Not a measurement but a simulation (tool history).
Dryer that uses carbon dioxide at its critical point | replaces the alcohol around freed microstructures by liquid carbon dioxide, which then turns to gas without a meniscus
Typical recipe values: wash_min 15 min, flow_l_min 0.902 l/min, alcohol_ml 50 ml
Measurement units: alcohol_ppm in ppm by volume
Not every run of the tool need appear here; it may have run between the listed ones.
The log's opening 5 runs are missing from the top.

run,day,wash_min,flow_l_min,alcohol_ml,hours of work since the filter was changed,hours of work since the purifier's bed was changed,alcohol_ppm
6,4.854,15,0.608,50,61,317,810
7,6.071,20,0.902,50,76,331,120
8,7.183,20,0.902,50,89,344,123
9,7.992,20,0.902,50,98,353,122
10,9.346,20,0.902,50,114,369,134
11,10.05,11,0.902,50,122,377,664
12,10.725,11,0.902,50,130,385,691
13,12.083,11,0.902,50,146,401,678
14,12.829,15,1.161,50,155,410,147
15,13.838,15,1.161,108,167,422,203
16,14.542,13,1.387,34,175,430,137
17,15.383,10,0.902,21,185,440,482
18,16.021,10,0.686,59,192,447,2321
19,16.925,10,0.686,59,203,458,2257
20,17.967,10,1.083,114,215,470,1114
21,19.225,10,1.083,114,230,485,1114
22,20.562,13,0.71,50,245,501,932
23,21.383,11,0.71,64,255,510,1838
24,22.65,11,0.71,64,270,525,1848
25,23.258,11,0.71,64,277,532,1860
26,24.467,16,0.902,50,291,546,283
27,25.042,22,0.819,45,298,553,191
28,25.771,10,1.205,50,306,562,468
29,26.846,11,1.152,20,319,574,264
30,27.738,11,1.152,20,329,585,267

Here are 3 independent what-if runs from the current tool condition. What would each one return?
A,28.608,15,0.986,50,340,595,?
B,28.608,17,1.152,44,340,595,?
C,28.608,11,0.902,50,340,595,?

run,alcohol_ppm
A,297
B,199
C,815
Without the tool's hidden state the same runs would have given:
run,alcohol_ppm
A,92
B,20
C,501
